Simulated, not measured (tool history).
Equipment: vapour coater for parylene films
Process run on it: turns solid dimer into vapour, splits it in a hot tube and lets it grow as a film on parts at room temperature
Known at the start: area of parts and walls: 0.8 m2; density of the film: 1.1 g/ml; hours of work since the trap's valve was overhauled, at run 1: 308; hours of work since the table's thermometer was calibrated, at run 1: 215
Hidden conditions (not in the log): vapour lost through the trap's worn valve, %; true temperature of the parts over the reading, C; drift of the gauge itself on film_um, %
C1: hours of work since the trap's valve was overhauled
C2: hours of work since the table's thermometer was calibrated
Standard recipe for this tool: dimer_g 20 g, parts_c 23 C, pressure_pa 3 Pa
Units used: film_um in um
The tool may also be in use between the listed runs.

Run 1, hour 0: usual settings; C1 308; C2 215. Result: film_um 16.83 um.
Run 2, hour 66.3: usual settings; C1 340; C2 248. Result: film_um 16.55 um.
Run 3, hour 97.8: usual settings; C1 356; C2 264. Result: film_um 16.52 um.
At hour 128.8: trap's valve overhauled.
Run 4, hour 165.5: usual settings; C1 18; C2 295. Result: film_um 17.98 um.
Run 5, hour 206.6: usual settings; C1 38; C2 315. Result: film_um 17.96 um.
Run 6, hour 272.2: usual settings but parts_c 19 C; C1 71; C2 348. Result: film_um 20.34 um.
Run 7, hour 324: usual settings but parts_c 19 C; C1 96; C2 373. Result: film_um 20.23 um.
Run 8, hour 381.6: usual settings but parts_c 19 C; C1 125; C2 402. Result: film_um 20.2 um.
Run 9, hour 415.7: usual settings but dimer_g 10 g; C1 142; C2 419. Result: film_um 8.79 um.
Run 10, hour 469.6: usual settings but dimer_g 10 g; C1 168; C2 445. Result: film_um 8.77 um.
Run 11, hour 528.2: usual settings but parts_c 27 C; C1 197; C2 474. Result: film_um 15.35 um.
Run 12, hour 574: usual settings but parts_c 27 C; C1 220; C2 497. Result: film_um 15.11 um.
Run 13, hour 625.9: usual settings; C1 246; C2 522. Result: film_um 17.23 um.
Run 14, hour 667.2: usual settings; C1 266; C2 543. Result: film_um 17.09 um.
Run 15, hour 706.2: usual settings; C1 285; C2 562. Result: film_um 17.06 um.
Run 16, hour 770.4: usual settings but pressure_pa 7.98 Pa; C1 317; C2 594. Result: film_um 13.92 um.
Run 17, hour 812.4: usual settings but pressure_pa 7.98 Pa; C1 338; C2 615. Result: film_um 13.85 um.
At hour 817.6: table's thermometer calibrated.
Run 18, hour 872.2: usual settings but pressure_pa 7.98 Pa; C1 367; C2 27. Result: film_um 14.02 um.
At hour 886.2: trap's valve overhauled.
Run 19, hour 913.4: usual settings but pressure_pa 6.73 Pa; C1 13; C2 45. Result: film_um 15.7 um.
Run 20, hour 958.6: usual settings; C1 36; C2 68. Result: film_um 18.18 um.
Run 21, hour 987.6: usual settings but parts_c 18 C; C1 50; C2 82. Result: film_um 21.38 um.
Run 22, hour 1022.3: usual settings; C1 67; C2 99. Result: film_um 18.05 um.
Run 23, hour 1081.6: usual settings; C1 97; C2 128. Result: film_um 17.94 um.
Run 24, hour 1125.8: usual settings; C1 118; C2 150. Result: film_um 17.88 um.
Run 25, hour 1187.3: usual settings but pressure_pa 5.45 Pa; C1 149; C2 181. Result: film_um 15.76 um.
At hour 1229.5: table's thermometer calibrated, once more.
Run 26, hour 1240.2: usual settings but dimer_g 33 g, pressure_pa 6.98 Pa; C1 174; C2 5. Result: film_um 24.21 um.
Run 27, hour 1304.5: usual settings but dimer_g 33 g, pressure_pa 6.98 Pa; C1 206; C2 37. Result: film_um 24.01 um.
Run 28, hour 1368.5: usual settings but parts_c 19 C; C1 238; C2 69. Result: film_um 19.47 um.
Run 29, hour 1413.5: usual settings but parts_c 19 C; C1 260; C2 91. Result: film_um 19.5 um.
Run 30, hour 1463.4: usual settings but parts_c 24 C, pressure_pa 7.05 Pa; C1 285; C2 116. Result: film_um 13.86 um.
Run 31, hour 1526.1: usual settings but dimer_g 24 g, parts_c 24 C, pressure_pa 7.05 Pa; C1 316; C2 147. Result: film_um 16.53 um.
Run 32, hour 1556.5: usual settings but dimer_g 10 g, pressure_pa 6.56 Pa; C1 331; C2 162. Result: film_um 7.23 um.
Run 33, hour 1589.2: usual settings but dimer_g 13 g, parts_c 24 C, pressure_pa 4.28 Pa; C1 347; C2 178. Result: film_um 9.76 um.
At hour 1638.5: trap's valve overhauled.
Run 34, hour 1659.5: usual settings but dimer_g 32 g, parts_c 24 C, pressure_pa 3.93 Pa; C1 10; C2 211. Result: film_um 26.15 um.
Run 35, hour 1699.6: usual settings but pressure_pa 4.65 Pa; C1 30; C2 230. Result: film_um 16.45 um.
Run 36, hour 1742.1: usual settings but dimer_g 24 g, parts_c 16 C; C1 51; C2 251. Result: film_um 26.09 um.
Run 37, hour 1775.8: usual settings but pressure_pa 4.79 Pa; C1 68; C2 268. Result: film_um 16.09 um.
Run 38, hour 1818.5: usual settings but pressure_pa 2.67 Pa; C1 89; C2 289. Result: film_um 18.2 um.
Run 39, hour 1854.8: usual settings but dimer_g 10 g; C1 107; C2 307. Result: film_um 8.75 um.
Run 40, hour 1883.5: usual settings but parts_c 27 C, pressure_pa 2.81 Pa; C1 121; C2 321. Result: film_um 15.48 um.
Run 41, hour 1926.5: usual settings but dimer_g 9 g, pressure_pa 8.38 Pa; C1 142; C2 342. Result: film_um 6.47 um.
Run 42, hour 1962.5: usual settings but dimer_g 9 g, pressure_pa 8.38 Pa; C1 160; C2 360. Result: film_um 6.47 um.
Run 43, hour 2020.3: usual settings but dimer_g 27 g, parts_c 16 C, pressure_pa 2.29 Pa; C1 189; C2 389. Result: film_um 28.52 um.
Run 44, hour 2076.6: usual settings but pressure_pa 4.45 Pa; C1 216; C2 417. Result: film_um 15.87 um.
Run 45, hour 2118.4: usual settings but dimer_g 12 g, parts_c 24 C, pressure_pa 3.43 Pa; C1 237; C2 437. Result: film_um 9.71 um.
Run 46, hour 2184.1: usual settings but dimer_g 9 g, parts_c 16 C, pressure_pa 7.39 Pa; C1 270; C2 470. Result: film_um 8.1 um.
Run 47, hour 2222.7: usual settings but dimer_g 13 g, parts_c 28 C, pressure_pa 9.02 Pa; C1 289; C2 489. Result: film_um 7.49 um.

Predict each of these 3 candidate next runs independently; none follows another, all start after run 47:
Run A, hour 2288.9: usual settings but pressure_pa 11.33 Pa; C1 321; C2 522. Result: film_um ?.
Run B, hour 2288.9: usual settings but parts_c 16 C, pressure_pa 2.54 Pa; C1 321; C2 522. Result: film_um ?.
Run C, hour 2288.9: usual settings but parts_c 19 C, pressure_pa 10.37 Pa; C1 321; C2 522. Result: film_um ?.

run  film_um
  A    12.97
  B    20.53
  C    15.24
Had the tool no hidden state, the same runs would have come out as:
run  film_um
  A    13.95
  B    22.32
  C    16.38
